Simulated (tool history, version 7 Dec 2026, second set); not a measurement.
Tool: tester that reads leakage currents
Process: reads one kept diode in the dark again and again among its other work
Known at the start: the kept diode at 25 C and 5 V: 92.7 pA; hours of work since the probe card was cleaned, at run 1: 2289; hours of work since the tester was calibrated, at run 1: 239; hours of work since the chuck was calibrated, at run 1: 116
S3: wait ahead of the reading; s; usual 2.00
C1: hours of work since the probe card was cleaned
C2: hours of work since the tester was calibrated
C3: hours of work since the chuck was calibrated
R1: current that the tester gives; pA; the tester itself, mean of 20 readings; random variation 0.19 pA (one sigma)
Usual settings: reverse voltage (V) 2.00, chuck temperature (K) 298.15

Run 1, hour 0.0: usual settings; C1 2289; C2 239; C3 116. Result: R1 62.03 pA.
Run 2, hour 190.0: usual settings but S3 1.48 s; C1 2381; C2 331; C3 207. Result: R1 61.42 pA.
Run 3, hour 352.3: usual settings but S3 1.48 s; C1 2459; C2 409; C3 285. Result: R1 60.85 pA.
Run 4, hour 492.3: usual settings but reverse voltage (V) 2.69; C1 2527; C2 477; C3 353. Result: R1 68.75 pA.
Run 5, hour 678.5: usual settings but reverse voltage (V) 2.69; C1 2616; C2 566; C3 443. Result: R1 68.13 pA.
Run 6, hour 920.9: usual settings but reverse voltage (V) 2.69; C1 2733; C2 683; C3 560. Result: R1 66.72 pA.
Run 7, hour 1058.4: usual settings but reverse voltage (V) 2.69, chuck temperature (K) 326.15; C1 2800; C2 750; C3 626. Result: R1 422.58 pA.
At hour 1092.5: chuck's temperature calibrated.
Run 8, hour 1283.8: usual settings; C1 2907; C2 857; C3 92. Result: R1 55.25 pA.
Run 9, hour 1419.6: usual settings but reverse voltage (V) 3.17; C1 2973; C2 923; C3 158. Result: R1 67.90 pA.
Run 10, hour 1598.0: usual settings but reverse voltage (V) 3.17; C1 3059; C2 1009; C3 244. Result: R1 66.98 pA.
At hour 1633.0: chuck's temperature calibrated, once more.
Run 11, hour 1739.6: usual settings but reverse voltage (V) 3.17; C1 3126; C2 1076; C3 51. Result: R1 78.09 pA.
Run 12, hour 1844.1: usual settings but reverse voltage (V) 11.82; C1 3176; C2 1126; C3 102. Result: R1 143.38 pA.
Run 13, hour 1963.1: usual settings but reverse voltage (V) 11.82; C1 3234; C2 1184; C3 159. Result: R1 141.84 pA.
Run 14, hour 2063.6: usual settings; C1 3282; C2 1232; C3 208. Result: R1 62.07 pA.
Run 15, hour 2189.9: usual settings; C1 3343; C2 1293; C3 268. Result: R1 61.74 pA.
Run 16, hour 2383.5: usual settings; C1 3436; C2 1386; C3 362. Result: R1 60.88 pA.
Run 17, hour 2576.5: usual settings; C1 3529; C2 1479; C3 455. Result: R1 60.64 pA.
At hour 2617.1: probe card cleaned and baked.
Run 18, hour 2768.3: usual settings but reverse voltage (V) 1.73; C1 73; C2 1570; C3 546. Result: R1 54.83 pA.
Run 19, hour 2874.5: usual settings; C1 124; C2 1622; C3 597. Result: R1 58.09 pA.
At hour 2977.5: chuck's temperature calibrated.
Run 20, hour 3056.0: usual settings but chuck temperature (K) 321.15, S3 0.50 s; C1 211; C2 1708; C3 38. Result: R1 289.91 pA.
Run 21, hour 3265.4: usual settings but chuck temperature (K) 321.15, S3 0.50 s; C1 312; C2 1809; C3 139. Result: R1 287.25 pA.
Run 22, hour 3416.9: usual settings but reverse voltage (V) 4.01, chuck temperature (K) 293.15, S3 4.50 s; C1 385; C2 1882; C3 212. Result: R1 56.50 pA.
Run 23, hour 3602.6: usual settings but reverse voltage (V) 15.09, chuck temperature (K) 319.15, S3 4.73 s; C1 474; C2 1972; C3 301. Result: R1 604.14 pA.
Run 24, hour 3760.6: usual settings but reverse voltage (V) 15.09, chuck temperature (K) 317.15, S3 4.73 s; C1 550; C2 2048; C3 378. Result: R1 525.01 pA.
Run 25, hour 3893.0: usual settings but reverse voltage (V) 15.09, chuck temperature (K) 300.15, S3 0.49 s; C1 614; C2 2112; C3 441. Result: R1 174.38 pA.
Run 26, hour 4031.4: usual settings but reverse voltage (V) 15.09, chuck temperature (K) 300.15, S3 0.49 s; C1 681; C2 2178; C3 508. Result: R1 173.92 pA.
Run 27, hour 4184.2: usual settings but reverse voltage (V) 13.38, chuck temperature (K) 295.15, S3 0.42 s; C1 755; C2 2252; C3 582. Result: R1 117.21 pA.
At hour 4319.7: chuck's temperature calibrated.
Run 28, hour 4415.1: usual settings but reverse voltage (V) 13.38, chuck temperature (K) 295.15, S3 0.42 s; C1 865; C2 2362; C3 46. Result: R1 125.33 pA.
Run 29, hour 4660.1: usual settings but reverse voltage (V) 8.95, chuck temperature (K) 295.15, S3 0.60 s; C1 983; C2 2480; C3 164. Result: R1 99.31 pA.
Run 30, hour 4762.9: usual settings but reverse voltage (V) 8.95, chuck temperature (K) 295.15, S3 0.60 s; C1 1033; C2 2530; C3 214. Result: R1 98.96 pA.
Run 31, hour 4998.1: usual settings but reverse voltage (V) 8.95, chuck temperature (K) 295.15, S3 0.60 s; C1 1146; C2 2643; C3 327. Result: R1 97.94 pA.
Run 32, hour 5104.5: usual settings but reverse voltage (V) 8.95, chuck temperature (K) 295.15, S3 0.60 s; C1 1197; C2 2695; C3 378. Result: R1 97.51 pA.
Run 33, hour 5339.9: usual settings but reverse voltage (V) 8.95, chuck temperature (K) 295.15, S3 0.60 s; C1 1311; C2 2808; C3 492. Result: R1 96.17 pA.
Run 34, hour 5490.3: usual settings but reverse voltage (V) 8.95, chuck temperature (K) 295.15, S3 0.60 s; C1 1383; C2 2881; C3 564. Result: R1 95.37 pA.
Run 35, hour 5593.5: usual settings but reverse voltage (V) 1.71, S3 3.54 s; C1 1433; C2 2930; C3 614. Result: R1 53.47 pA.
At hour 5656.1: chuck's temperature calibrated.
Run 36, hour 5764.7: usual settings but reverse voltage (V) 3.04, chuck temperature (K) 294.15, S3 0.66 s; C1 1515; C2 3012; C3 52. Result: R1 57.03 pA.
Run 37, hour 6004.9: usual settings but reverse voltage (V) 2.10, chuck temperature (K) 326.15, S3 8.63 s; C1 1630; C2 3128; C3 168. Result: R1 398.18 pA.

3 ways to go on from here, each from the tool as it stands after run 37. What would each give?
Run A, hour 6176.3: usual settings but reverse voltage (V) 6.37, S3 1.23 s; C1 1713; C2 3210; C3 251. Result: R1 ?.
Run B, hour 6176.3: usual settings but S3 0.44 s; C1 1713; C2 3210; C3 251. Result: R1 ?.
Run C, hour 6176.3: usual settings but reverse voltage (V) 1.39, chuck temperature (K) 324.15, S3 2.43 s; C1 1713; C2 3210; C3 251. Result: R1 ?.

run      R1
  A  103.16
  B   61.78
  C  289.96
Without the tool's hidden state the same runs would have given:
run      R1
  A  104.94
  B   63.38
  C  298.61

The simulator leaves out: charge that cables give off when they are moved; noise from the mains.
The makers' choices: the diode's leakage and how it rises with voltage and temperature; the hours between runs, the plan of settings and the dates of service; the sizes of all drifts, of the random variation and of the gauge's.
